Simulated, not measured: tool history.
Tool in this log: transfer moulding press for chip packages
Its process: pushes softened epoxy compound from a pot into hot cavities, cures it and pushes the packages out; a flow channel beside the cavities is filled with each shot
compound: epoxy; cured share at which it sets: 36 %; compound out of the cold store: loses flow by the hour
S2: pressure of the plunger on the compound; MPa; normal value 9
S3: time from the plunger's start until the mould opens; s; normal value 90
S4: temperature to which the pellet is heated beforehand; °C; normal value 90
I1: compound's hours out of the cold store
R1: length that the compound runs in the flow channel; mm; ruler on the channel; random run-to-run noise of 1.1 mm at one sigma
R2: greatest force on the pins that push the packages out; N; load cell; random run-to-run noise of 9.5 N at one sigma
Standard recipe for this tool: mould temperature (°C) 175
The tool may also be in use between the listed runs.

{"run": 1, "hour": 0.0, "mould temperature (°C)": 175, "S2": 9, "S3": 90, "S4": 90, "I1": 35, "R1": 897, "R2": 604}
{"hour": 13.1, "done": "cavities cleaned with cleaning compound and waxed"}
{"hour": 65.4, "done": "cavities cleaned with cleaning compound and waxed"}
{"run": 2, "hour": 78.2, "mould temperature (°C)": 175, "S2": 9, "S3": 90, "S4": 90, "I1": 41.1, "R1": 873, "R2": 514}
{"hour": 118.8, "done": "cavities cleaned with cleaning compound and waxed"}
{"run": 3, "hour": 131.4, "mould temperature (°C)": 175, "S2": 9, "S3": 90, "S4": 90, "I1": 45.6, "R1": 855, "R2": 518}
{"hour": 173.9, "done": "cavities cleaned with cleaning compound and waxed"}
{"run": 4, "hour": 192.5, "mould temperature (°C)": 175, "S2": 9, "S3": 76, "S4": 90, "I1": 21, "R1": 931, "R2": 712}
{"hour": 227.5, "done": "cavities cleaned with cleaning compound and waxed"}
{"hour": 248.7, "done": "plunger's sealing rings changed"}
{"run": 5, "hour": 269.7, "mould temperature (°C)": 175, "S2": 9, "S3": 82, "S4": 90, "I1": 32.2, "R1": 908, "R2": 732}
{"hour": 282.4, "done": "cavities cleaned with cleaning compound and waxed"}
{"hour": 337.4, "done": "cavities cleaned with cleaning compound and waxed"}
{"run": 6, "hour": 342.0, "mould temperature (°C)": 175, "S2": 9, "S3": 82, "S4": 90, "I1": 33.3, "R1": 900, "R2": 545}
{"hour": 393.1, "done": "cavities cleaned with cleaning compound and waxed"}
{"run": 7, "hour": 421.9, "mould temperature (°C)": 175, "S2": 9, "S3": 82, "S4": 90, "I1": 14.9, "R1": 960, "R2": 702}
{"hour": 443.1, "done": "cavities cleaned with cleaning compound and waxed"}
{"run": 8, "hour": 476.0, "mould temperature (°C)": 178, "S2": 9, "S3": 90, "S4": 90, "I1": 13.3, "R1": 949, "R2": 576}
{"hour": 496.2, "done": "cavities cleaned with cleaning compound and waxed"}
{"hour": 528.4, "done": "plunger's sealing rings changed"}
{"hour": 532.0, "done": "mould's thermocouples calibrated"}
{"run": 9, "hour": 532.0, "mould temperature (°C)": 178, "S2": 9, "S3": 90, "S4": 90, "I1": 18.1, "R1": 945, "R2": 553}
{"hour": 551.3, "done": "cavities cleaned with cleaning compound and waxed"}
{"hour": 604.4, "done": "cavities cleaned with cleaning compound and waxed"}
{"run": 10, "hour": 612.2, "mould temperature (°C)": 178, "S2": 9, "S3": 90, "S4": 90, "I1": 35.7, "R1": 881, "R2": 439}
{"hour": 656.5, "done": "cavities cleaned with cleaning compound and waxed"}
{"run": 11, "hour": 671.9, "mould temperature (°C)": 175, "S2": 9, "S3": 90, "S4": 97, "I1": 31.3, "R1": 900, "R2": 548}
{"hour": 710.7, "done": "cavities cleaned with cleaning compound and waxed"}
{"run": 12, "hour": 729.1, "mould temperature (°C)": 175, "S2": 9, "S3": 90, "S4": 97, "I1": 9.2, "R1": 974, "R2": 547}
{"hour": 763.4, "done": "cavities cleaned with cleaning compound and waxed"}
{"run": 13, "hour": 784.2, "mould temperature (°C)": 175, "S2": 9, "S3": 90, "S4": 97, "I1": 15, "R1": 951, "R2": 539}
{"hour": 807.2, "done": "plunger's sealing rings changed"}
{"hour": 816.9, "done": "cavities cleaned with cleaning compound and waxed"}
{"run": 14, "hour": 857.7, "mould temperature (°C)": 175, "S2": 9, "S3": 90, "S4": 97, "I1": 23.3, "R1": 934, "R2": 624}
{"hour": 866.4, "done": "cavities cleaned with cleaning compound and waxed"}
{"hour": 918.6, "done": "cavities cleaned with cleaning compound and waxed"}
{"run": 15, "hour": 924.6, "mould temperature (°C)": 175, "S2": 9, "S3": 90, "S4": 97, "I1": 28.8, "R1": 909, "R2": 464}
{"hour": 969.2, "done": "cavities cleaned with cleaning compound and waxed"}
{"run": 16, "hour": 977.9, "mould temperature (°C)": 182, "S2": 8.56, "S3": 129, "S4": 87, "I1": 45.6, "R1": 809, "R2": 396}
{"run": 17, "hour": 1013.5, "mould temperature (°C)": 174, "S2": 8.54, "S3": 127, "S4": 93, "I1": 38.3, "R1": 854, "R2": 539}
{"hour": 1021.3, "done": "cavities cleaned with cleaning compound and waxed"}
{"run": 18, "hour": 1047.0, "mould temperature (°C)": 174, "S2": 8.54, "S3": 127, "S4": 93, "I1": 18.6, "R1": 918, "R2": 487}
{"hour": 1071.3, "done": "cavities cleaned with cleaning compound and waxed"}
{"hour": 1087.6, "done": "plunger's sealing rings changed"}
{"run": 19, "hour": 1093.8, "mould temperature (°C)": 176, "S2": 9, "S3": 117, "S4": 90, "I1": 44.4, "R1": 866, "R2": 488}
{"hour": 1124.2, "done": "cavities cleaned with cleaning compound and waxed"}
{"run": 20, "hour": 1147.8, "mould temperature (°C)": 176, "S2": 9, "S3": 117, "S4": 90, "I1": 23.4, "R1": 931, "R2": 461}
{"hour": 1178.2, "done": "cavities cleaned with cleaning compound and waxed"}
{"run": 21, "hour": 1194.9, "mould temperature (°C)": 167, "S2": 9, "S3": 113, "S4": 98, "I1": 40.9, "R1": 908, "R2": 557}
{"hour": 1227.6, "done": "cavities cleaned with cleaning compound and waxed"}
{"run": 22, "hour": 1237.7, "mould temperature (°C)": 171, "S2": 9, "S3": 113, "S4": 98, "I1": 11, "R1": 991, "R2": 475}
{"run": 23, "hour": 1274.5, "mould temperature (°C)": 182, "S2": 6.81, "S3": 90, "S4": 90, "I1": 32.1, "R1": 758, "R2": 550}
{"hour": 1279.4, "done": "cavities cleaned with cleaning compound and waxed"}
{"hour": 1329.3, "done": "cavities cleaned with cleaning compound and waxed"}
{"run": 24, "hour": 1343.1, "mould temperature (°C)": 182, "S2": 6.81, "S3": 90, "S4": 98, "I1": 12, "R1": 812, "R2": 434}
{"hour": 1362.7, "done": "plunger's sealing rings changed"}
{"hour": 1381.6, "done": "cavities cleaned with cleaning compound and waxed"}
{"run": 25, "hour": 1393.6, "mould temperature (°C)": 172, "S2": 7.23, "S3": 90, "S4": 87, "I1": 19.5, "R1": 863, "R2": 581}

Each row is a separate what-if for the run after 25, all from the same tool condition, not one after another. Results?
{"hour": 1433.9, "done": "cavities cleaned with cleaning compound and waxed"}
{"run": "A", "hour": 1466.2, "mould temperature (°C)": 180, "S2": 7.23, "S3": 94, "S4": 86, "I1": 18.8, "R1": "?", "R2": "?"}
{"hour": 1433.9, "done": "cavities cleaned with cleaning compound and waxed"}
{"run": "B", "hour": 1466.2, "mould temperature (°C)": 172, "S2": 7.23, "S3": 115, "S4": 92, "I1": 35.9, "R1": "?", "R2": "?"}
{"hour": 1433.9, "done": "cavities cleaned with cleaning compound and waxed"}
{"run": "C", "hour": 1466.2, "mould temperature (°C)": 175, "S2": 9, "S3": 77, "S4": 83, "I1": 42.2, "R1": "?", "R2": "?"}

run=A R1=831 R2=547
run=B R1=807 R2=538
run=C R1=869 R2=779
Take away the tool's hidden state, keep each run's random variation, and the runs would have read:
run=A R1=839 R2=394
run=B R1=814 R2=385
run=C R1=877 R2=537

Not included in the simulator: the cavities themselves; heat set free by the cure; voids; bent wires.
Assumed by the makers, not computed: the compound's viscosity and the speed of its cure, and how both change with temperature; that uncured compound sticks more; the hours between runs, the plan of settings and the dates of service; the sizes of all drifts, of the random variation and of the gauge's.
